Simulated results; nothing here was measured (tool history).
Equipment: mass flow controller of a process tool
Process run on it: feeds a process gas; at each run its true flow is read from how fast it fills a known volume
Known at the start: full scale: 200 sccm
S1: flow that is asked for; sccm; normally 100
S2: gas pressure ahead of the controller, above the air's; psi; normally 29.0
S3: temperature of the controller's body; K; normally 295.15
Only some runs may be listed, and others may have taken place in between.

run 1 hour=0.0 | S1=100 S2=29.0 S3=295.15 | true_flow_(%)=94.74
-- hour=235.0 controller's zero set anew
run 2 hour=247.9 | S1=116 S2=29.0 S3=295.15 | true_flow_(%)=94.37
-- hour=456.2 controller exchanged for a calibrated one
run 3 hour=736.8 | S1=100 S2=29.0 S3=295.15 | true_flow_(%)=99.01
run 4 hour=1007.0 | S1=100 S2=29.0 S3=295.15 | true_flow_(%)=98.92
run 5 hour=1525.2 | S1=23 S2=29.0 S3=295.15 | true_flow_(%)=97.67
run 6 hour=2028.9 | S1=23 S2=23.8 S3=295.15 | true_flow_(%)=97.42
run 7 hour=2321.8 | S1=100 S2=21.8 S3=295.15 | true_flow_(%)=98.49
run 8 hour=2653.7 | S1=192 S2=29.0 S3=295.15 | true_flow_(%)=99.27
run 9 hour=3118.7 | S1=91 S2=29.0 S3=305.15 | true_flow_(%)=98.89
-- hour=3427.2 controller's zero set anew, once more
run 10 hour=3554.4 | S1=35 S2=29.3 S3=309.15 | true_flow_(%)=98.67
run 11 hour=3935.7 | S1=130 S2=31.8 S3=295.15 | true_flow_(%)=98.79
run 12 hour=4488.4 | S1=118 S2=29.0 S3=297.15 | true_flow_(%)=98.55
run 13 hour=4771.6 | S1=34 S2=29.0 S3=296.15 | true_flow_(%)=97.33
run 14 hour=5318.0 | S1=34 S2=29.0 S3=300.15 | true_flow_(%)=97.36
run 15 hour=5828.0 | S1=23 S2=29.0 S3=305.15 | true_flow_(%)=96.84
run 16 hour=6384.2 | S1=34 S2=40.0 S3=295.15 | true_flow_(%)=96.96

The logged runs with the hidden state left out (each run's random variation unchanged):
The hidden state here: flow at rest that the sensor doesn't see, % of full scale; true flow over the shown one, %; drift of the gauge itself on true_pct, %.
run=1 true_flow_(%)=99.08
run=2 true_flow_(%)=99.21
run=3 true_flow_(%)=99.08
run=4 true_flow_(%)=99.05
run=5 true_flow_(%)=98.45
run=6 true_flow_(%)=98.46
run=7 true_flow_(%)=98.96
run=8 true_flow_(%)=99.71
run=9 true_flow_(%)=99.59
run=10 true_flow_(%)=99.41
run=11 true_flow_(%)=99.42
run=12 true_flow_(%)=99.32
run=13 true_flow_(%)=98.60
run=14 true_flow_(%)=98.86
run=15 true_flow_(%)=98.98
run=16 true_flow_(%)=98.92
